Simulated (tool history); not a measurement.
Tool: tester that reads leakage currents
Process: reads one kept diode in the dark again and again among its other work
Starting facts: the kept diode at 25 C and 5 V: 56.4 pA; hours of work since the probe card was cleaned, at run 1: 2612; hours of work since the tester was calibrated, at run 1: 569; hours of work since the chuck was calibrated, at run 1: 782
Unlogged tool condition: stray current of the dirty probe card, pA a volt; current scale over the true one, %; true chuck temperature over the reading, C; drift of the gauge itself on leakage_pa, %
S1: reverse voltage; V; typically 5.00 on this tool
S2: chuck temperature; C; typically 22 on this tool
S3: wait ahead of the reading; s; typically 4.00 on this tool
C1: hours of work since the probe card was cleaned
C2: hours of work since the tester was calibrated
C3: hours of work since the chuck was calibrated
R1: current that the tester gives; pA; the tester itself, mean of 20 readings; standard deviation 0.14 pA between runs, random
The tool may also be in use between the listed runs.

{"run": 1, "day": 0.0, "S1": 5.0, "S2": 22, "S3": 4.0, "C1": 2612, "C2": 569, "C3": 782, "R1": 50.75}
{"run": 2, "day": 1.117, "S1": 5.0, "S2": 22, "S3": 4.0, "C1": 2632, "C2": 589, "C3": 802, "R1": 51.02}
{"run": 3, "day": 1.829, "S1": 5.0, "S2": 22, "S3": 0.77, "C1": 2645, "C2": 602, "C3": 815, "R1": 51.41}
{"run": 4, "day": 2.679, "S1": 5.0, "S2": 22, "S3": 0.77, "C1": 2660, "C2": 617, "C3": 831, "R1": 51.75}
{"run": 5, "day": 3.621, "S1": 5.0, "S2": 22, "S3": 0.77, "C1": 2677, "C2": 634, "C3": 848, "R1": 51.67}
{"run": 6, "day": 4.517, "S1": 5.0, "S2": 22, "S3": 0.67, "C1": 2693, "C2": 650, "C3": 864, "R1": 51.86}
{"run": 7, "day": 5.229, "S1": 2.59, "S2": 22, "S3": 4.0, "C1": 2706, "C2": 663, "C3": 877, "R1": 34.12}
{"run": 8, "day": 5.804, "S1": 5.0, "S2": 22, "S3": 4.0, "C1": 2717, "C2": 674, "C3": 887, "R1": 51.31}
{"run": 9, "day": 6.825, "S1": 5.0, "S2": 22, "S3": 4.0, "C1": 2735, "C2": 692, "C3": 906, "R1": 51.51}
{"run": 10, "day": 7.425, "S1": 5.0, "S2": 22, "S3": 4.0, "C1": 2746, "C2": 703, "C3": 916, "R1": 51.83}
{"run": 11, "day": 8.233, "S1": 5.0, "S2": 22, "S3": 4.0, "C1": 2761, "C2": 718, "C3": 931, "R1": 51.73}
{"run": 12, "day": 8.975, "S1": 5.0, "S2": 22, "S3": 4.0, "C1": 2774, "C2": 731, "C3": 944, "R1": 51.42}
{"run": 13, "day": 9.825, "S1": 5.0, "S2": 22, "S3": 4.0, "C1": 2789, "C2": 746, "C3": 960, "R1": 51.66}
{"run": 14, "day": 10.542, "S1": 5.0, "S2": 22, "S3": 3.39, "C1": 2802, "C2": 759, "C3": 973, "R1": 51.77}
{"run": 15, "day": 11.117, "S1": 5.0, "S2": 50, "S3": 4.0, "C1": 2813, "C2": 770, "C3": 983, "R1": 481.18}
{"run": 16, "day": 11.95, "S1": 5.0, "S2": 45, "S3": 4.0, "C1": 2828, "C2": 785, "C3": 998, "R1": 329.42}
{"run": 17, "day": 12.688, "S1": 5.0, "S2": 45, "S3": 4.0, "C1": 2841, "C2": 798, "C3": 1012, "R1": 330.9}
{"run": 18, "day": 13.812, "S1": 5.0, "S2": 49, "S3": 4.0, "C1": 2861, "C2": 818, "C3": 1032, "R1": 446.19}
{"run": 19, "day": 14.942, "S1": 5.0, "S2": 49, "S3": 4.0, "C1": 2882, "C2": 839, "C3": 1052, "R1": 446.38}
{"run": 20, "day": 15.925, "S1": 5.0, "S2": 22, "S3": 4.0, "C1": 2900, "C2": 857, "C3": 1070, "R1": 52.35}
{"run": 21, "day": 16.8, "S1": 5.0, "S2": 22, "S3": 4.0, "C1": 2915, "C2": 872, "C3": 1086, "R1": 51.9}
{"run": 22, "day": 17.488, "S1": 3.22, "S2": 45, "S3": 3.22, "C1": 2928, "C2": 885, "C3": 1098, "R1": 254.57}
{"run": 23, "day": 18.217, "S1": 5.0, "S2": 31, "S3": 4.0, "C1": 2941, "C2": 898, "C3": 1111, "R1": 108.64}
{"run": 24, "day": 19.3, "S1": 2.83, "S2": 50, "S3": 0.64, "C1": 2961, "C2": 918, "C3": 1131, "R1": 346.13}
{"run": 25, "day": 20.312, "S1": 1.5, "S2": 33, "S3": 0.64, "C1": 2979, "C2": 936, "C3": 1149, "R1": 62.27}
{"run": 26, "day": 21.508, "S1": 1.02, "S2": 30, "S3": 0.96, "C1": 3000, "C2": 957, "C3": 1171, "R1": 38.49}
{"run": 27, "day": 22.608, "S1": 14.4, "S2": 52, "S3": 6.38, "C1": 3020, "C2": 977, "C3": 1191, "R1": 1057.92}
{"run": 28, "day": 23.167, "S1": 14.4, "S2": 42, "S3": 4.17, "C1": 3030, "C2": 987, "C3": 1201, "R1": 501.14}
{"run": 29, "day": 24.421, "S1": 4.35, "S2": 24, "S3": 4.0, "C1": 3053, "C2": 1010, "C3": 1224, "R1": 57.39}
{"run": 30, "day": 25.529, "S1": 4.35, "S2": 24, "S3": 4.0, "C1": 3073, "C2": 1030, "C3": 1244, "R1": 57.09}
{"run": 31, "day": 26.112, "S1": 13.72, "S2": 22, "S3": 4.0, "C1": 3084, "C2": 1041, "C3": 1254, "R1": 102.05}
{"run": 32, "day": 26.621, "S1": 3.71, "S2": 28, "S3": 0.45, "C1": 3093, "C2": 1050, "C3": 1263, "R1": 72.35}
{"run": 33, "day": 27.162, "S1": 7.9, "S2": 26, "S3": 0.43, "C1": 3103, "C2": 1060, "C3": 1273, "R1": 99.65}
{"day": 27.633, "done": "probe card cleaned and baked"}
{"run": 34, "day": 28.262, "S1": 5.0, "S2": 53, "S3": 4.0, "C1": 11, "C2": 1077, "C3": 1291, "R1": 604.59}
{"run": 35, "day": 29.412, "S1": 5.0, "S2": 49, "S3": 4.0, "C1": 32, "C2": 1098, "C3": 1311, "R1": 449.52}
{"run": 36, "day": 30.242, "S1": 5.0, "S2": 49, "S3": 4.0, "C1": 47, "C2": 1113, "C3": 1327, "R1": 447.95}
{"run": 37, "day": 30.95, "S1": 5.0, "S2": 22, "S3": 0.46, "C1": 60, "C2": 1126, "C3": 1339, "R1": 48.48}

Run 38, settings as shown, results not yet in. Your forecast:
{"run": 38, "day": 31.738, "S1": 15.07, "S2": 39, "S3": 2.48, "C1": 74, "C2": 1140, "C3": 1354, "R1": "?"}

R1: 392.72 pA
If the tool had no hidden condition, the same run with the same run-to-run variation would have returned R1 360.11 pA.

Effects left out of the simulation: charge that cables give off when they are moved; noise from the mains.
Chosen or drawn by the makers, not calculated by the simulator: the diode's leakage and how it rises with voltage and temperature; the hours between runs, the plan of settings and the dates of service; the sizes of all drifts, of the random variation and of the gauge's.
